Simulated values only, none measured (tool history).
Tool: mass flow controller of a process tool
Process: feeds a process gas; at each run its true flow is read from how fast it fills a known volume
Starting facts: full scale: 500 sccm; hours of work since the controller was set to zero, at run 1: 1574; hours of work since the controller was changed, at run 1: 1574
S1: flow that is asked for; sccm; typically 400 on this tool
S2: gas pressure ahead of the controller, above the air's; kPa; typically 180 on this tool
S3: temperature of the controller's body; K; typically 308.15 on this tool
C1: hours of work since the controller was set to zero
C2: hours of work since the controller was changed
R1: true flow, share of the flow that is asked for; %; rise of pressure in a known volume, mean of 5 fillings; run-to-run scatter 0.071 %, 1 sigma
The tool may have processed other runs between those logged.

run,hour,S1,S2,S3,C1,C2,R1
1,0.0,400,180,308.15,1574,1574,99.64
2,77.8,400,180,308.15,1634,1634,99.73
3,116.1,400,180,308.15,1663,1663,99.66
4,194.7,400,180,308.15,1723,1723,99.60
5,258.2,400,140,308.15,1771,1771,99.84
6,290.3,400,140,308.15,1796,1796,99.94
7,364.8,151,140,302.15,1853,1853,100.29
8,398.2,120,140,304.15,1878,1878,100.42
9,437.2,400,214,301.15,1908,1908,99.62
10,500.0,400,180,297.15,1956,1956,100.20
11,544.5,400,256,312.15,1990,1990,98.69
12,593.6,93,199,310.15,2027,2027,99.95

What if the next run were any one of these 5? Each begins from the tool's condition after run 12:
A,644.3,400,180,307.15,2066,2066,?
B,644.3,93,199,300.15,2066,2066,?
C,644.3,293,220,299.15,2066,2066,?
D,644.3,70,212,304.15,2066,2066,?
E,644.3,217,155,310.15,2066,2066,?

run,R1
A,99.70
B,100.37
C,99.81
D,100.49
E,99.78
The same runs, with their run-to-run variation unchanged, on a tool lacking any hidden condition would have given:
run,R1
A,99.63
B,99.36
C,99.64
D,99.07
E,99.47
